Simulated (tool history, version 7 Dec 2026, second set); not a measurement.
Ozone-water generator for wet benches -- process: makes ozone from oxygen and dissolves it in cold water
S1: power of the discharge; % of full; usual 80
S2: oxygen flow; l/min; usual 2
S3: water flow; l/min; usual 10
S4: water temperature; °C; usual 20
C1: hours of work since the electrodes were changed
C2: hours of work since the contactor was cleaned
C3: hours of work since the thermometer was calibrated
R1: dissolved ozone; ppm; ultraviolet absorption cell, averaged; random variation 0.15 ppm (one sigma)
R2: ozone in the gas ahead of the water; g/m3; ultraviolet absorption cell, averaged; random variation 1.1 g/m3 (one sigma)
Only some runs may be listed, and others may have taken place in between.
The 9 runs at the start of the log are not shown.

run	hour	S1	S2	S3	S4	C1	C2	C3	R1	R2
10	1085.2	80	2	10	20	1139	160	1074	17.7	191.1
11	1215.8	80	2	10	20	1266	286	1200	17.4	189.9
12	1375.4	80	2	10	20	1420	440	1355	17.5	187.3
13	1550	80	2	10	20	1589	609	1524	17.1	186.7
14	1702.5	80	2	10	20	1736	757	1671	16.8	187.2
15	1840.8	80	2	10	20	1870	890	1805	17.1	187
16	1981.8	80	2	10	20	2007	1027	1941	16.8	184
17	2062.5	80	1.29	10	20	2085	1105	2019	14.9	217.4
18	2180.2	44	1.03	11	20	2198	1219	2133	8.3	156.2
19	2312	44	1.03	11	20	2326	1346	2261	8.2	156.9
20	2484.2	63	1.09	11	21	2493	1513	2427	10.5	196.2
21	2671.6	63	1.09	11	21	2674	1694	2609	10.1	192.9
22	2785.2	80	1.57	10	17	2784	1804	2719	15.6	196.8
# hour 2875: contactor cleaned
23	2963.9	80	1.57	10	17	2953	86	2888	16.1	193.8
24	3061.1	64	1.57	9	17	3047	180	2982	14.9	169.6
25	3149.9	64	1.57	9	17	3133	266	3067	14.6	167.4
26	3313.9	80	1.01	10	22	3291	425	3226	12.9	228.3
27	3430	88	2	10	18	3404	537	3338	17.4	186.1
28	3543	88	2	11	13	3513	646	3448	17.1	186
29	3692	80	2	8	20	3657	790	3592	18.6	173.2
30	3817.8	80	1.65	10	20	3779	912	3714	15.1	184.8
31	3911	51	1.78	10	15	3869	1002	3804	12	133.8
32	4091.2	51	1.78	9	15	4043	1177	3978	12.8	134.9
33	4210.7	51	1.78	9	15	4159	1292	4094	12.8	132
34	4306.8	76	1.37	10	20	4252	1385	4187	13.1	190

Predict each of these 3 candidate next runs independently; none follows another, all start after run 34:
A	4395.7	88	1.47	10	14	4338	1471	4273	?	?
B	4395.7	81	2.38	7	20	4338	1471	4273	?	?
C	4395.7	76	1.65	16	20	4338	1471	4273	?	?

run	R1	R2
A	15.5	201.9
B	19.9	159.9
C	9.3	175.5
What these runs would have given with no unlogged condition in the tool:
run	R1	R2
A	19.1	238.5
B	24.4	187.3
C	11.3	204.4
